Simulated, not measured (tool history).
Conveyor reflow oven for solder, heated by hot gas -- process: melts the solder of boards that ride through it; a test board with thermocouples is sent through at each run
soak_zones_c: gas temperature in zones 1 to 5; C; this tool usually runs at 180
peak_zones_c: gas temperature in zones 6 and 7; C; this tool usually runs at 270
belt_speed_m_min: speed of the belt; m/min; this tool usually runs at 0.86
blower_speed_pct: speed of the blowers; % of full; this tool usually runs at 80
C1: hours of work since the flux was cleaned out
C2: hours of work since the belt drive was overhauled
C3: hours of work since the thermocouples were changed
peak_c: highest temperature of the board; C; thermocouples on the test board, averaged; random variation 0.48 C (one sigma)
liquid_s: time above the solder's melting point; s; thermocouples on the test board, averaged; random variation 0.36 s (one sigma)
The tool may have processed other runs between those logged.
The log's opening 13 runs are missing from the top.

run 14 hour=776.4 | soak_zones_c=180 peak_zones_c=270 belt_speed_m_min=0.86 blower_speed_pct=80 | C1=251 C2=769 C3=590 | peak_c=255.3 liquid_s=45.1
run 15 hour=809.2 | soak_zones_c=180 peak_zones_c=270 belt_speed_m_min=0.86 blower_speed_pct=80 | C1=266 C2=784 C3=605 | peak_c=253.7 liquid_s=45.4
run 16 hour=845.9 | soak_zones_c=174 peak_zones_c=270 belt_speed_m_min=0.974 blower_speed_pct=69 | C1=283 C2=801 C3=621 | peak_c=246.1 liquid_s=33.3
run 17 hour=901.5 | soak_zones_c=175 peak_zones_c=264 belt_speed_m_min=0.724 blower_speed_pct=69 | C1=309 C2=826 C3=647 | peak_c=251.2 liquid_s=49.8
run 18 hour=963.1 | soak_zones_c=181 peak_zones_c=284 belt_speed_m_min=0.857 blower_speed_pct=62 | C1=337 C2=855 C3=675 | peak_c=261.2 liquid_s=47.1
run 19 hour=1008.2 | soak_zones_c=181 peak_zones_c=284 belt_speed_m_min=0.857 blower_speed_pct=62 | C1=357 C2=875 C3=696 | peak_c=261 liquid_s=47.4
run 20 hour=1071 | soak_zones_c=181 peak_zones_c=284 belt_speed_m_min=0.857 blower_speed_pct=62 | C1=386 C2=904 C3=724 | peak_c=260.5 liquid_s=47.2
run 21 hour=1116.6 | soak_zones_c=181 peak_zones_c=284 belt_speed_m_min=0.857 blower_speed_pct=62 | C1=407 C2=925 C3=745 | peak_c=260.9 liquid_s=47.8
-- hour=1122.5 thermocouples of zones 6 and 7 changed
run 22 hour=1166.8 | soak_zones_c=195 peak_zones_c=270 belt_speed_m_min=0.86 blower_speed_pct=77 | C1=429 C2=947 C3=20 | peak_c=257.4 liquid_s=51.5
run 23 hour=1204.3 | soak_zones_c=180 peak_zones_c=271 belt_speed_m_min=0.969 blower_speed_pct=80 | C1=446 C2=964 C3=37 | peak_c=251.5 liquid_s=38.2
-- hour=1227.9 flux residue cleaned out of gas plates and filters
run 24 hour=1253.9 | soak_zones_c=180 peak_zones_c=267 belt_speed_m_min=0.945 blower_speed_pct=80 | C1=12 C2=984 C3=58 | peak_c=252.2 liquid_s=40.1
run 25 hour=1294 | soak_zones_c=177 peak_zones_c=281 belt_speed_m_min=0.765 blower_speed_pct=61 | C1=30 C2=1002 C3=76 | peak_c=264.7 liquid_s=54
run 26 hour=1336.6 | soak_zones_c=177 peak_zones_c=281 belt_speed_m_min=0.765 blower_speed_pct=61 | C1=50 C2=1022 C3=96 | peak_c=264.5 liquid_s=54.3
run 27 hour=1402.3 | soak_zones_c=177 peak_zones_c=281 belt_speed_m_min=0.765 blower_speed_pct=61 | C1=80 C2=1052 C3=126 | peak_c=264.3 liquid_s=54.1
run 28 hour=1451.1 | soak_zones_c=180 peak_zones_c=270 belt_speed_m_min=0.86 blower_speed_pct=69 | C1=102 C2=1074 C3=148 | peak_c=253.7 liquid_s=45.3
run 29 hour=1501.2 | soak_zones_c=180 peak_zones_c=270 belt_speed_m_min=0.86 blower_speed_pct=69 | C1=125 C2=1097 C3=171 | peak_c=252.8 liquid_s=44.8
run 30 hour=1536.7 | soak_zones_c=180 peak_zones_c=270 belt_speed_m_min=0.86 blower_speed_pct=69 | C1=141 C2=1113 C3=187 | peak_c=253.5 liquid_s=44.9

Predict each of these 4 candidate next runs independently; none follows another, all start after run 30:
run A hour=1589.6 | soak_zones_c=180 peak_zones_c=270 belt_speed_m_min=0.998 blower_speed_pct=83 | C1=165 C2=1138 C3=211 | peak_c=? liquid_s=?
run B hour=1589.6 | soak_zones_c=180 peak_zones_c=267 belt_speed_m_min=1.024 blower_speed_pct=75 | C1=165 C2=1138 C3=211 | peak_c=? liquid_s=?
run C hour=1589.6 | soak_zones_c=180 peak_zones_c=284 belt_speed_m_min=0.789 blower_speed_pct=69 | C1=165 C2=1138 C3=211 | peak_c=? liquid_s=?
run D hour=1589.6 | soak_zones_c=173 peak_zones_c=270 belt_speed_m_min=0.86 blower_speed_pct=80 | C1=165 C2=1138 C3=211 | peak_c=? liquid_s=?

run=A peak_c=252.6 liquid_s=38
run=B peak_c=247.7 liquid_s=33.7
run=C peak_c=268 liquid_s=55.1
run=D peak_c=255.3 liquid_s=44.9
Take away the tool's hidden state, keep each run's random variation, and the runs would have read:
run=A peak_c=254.1 liquid_s=38.1
run=B peak_c=249.1 liquid_s=34
run=C peak_c=269.3 liquid_s=54.6
run=D peak_c=256.8 liquid_s=44.9
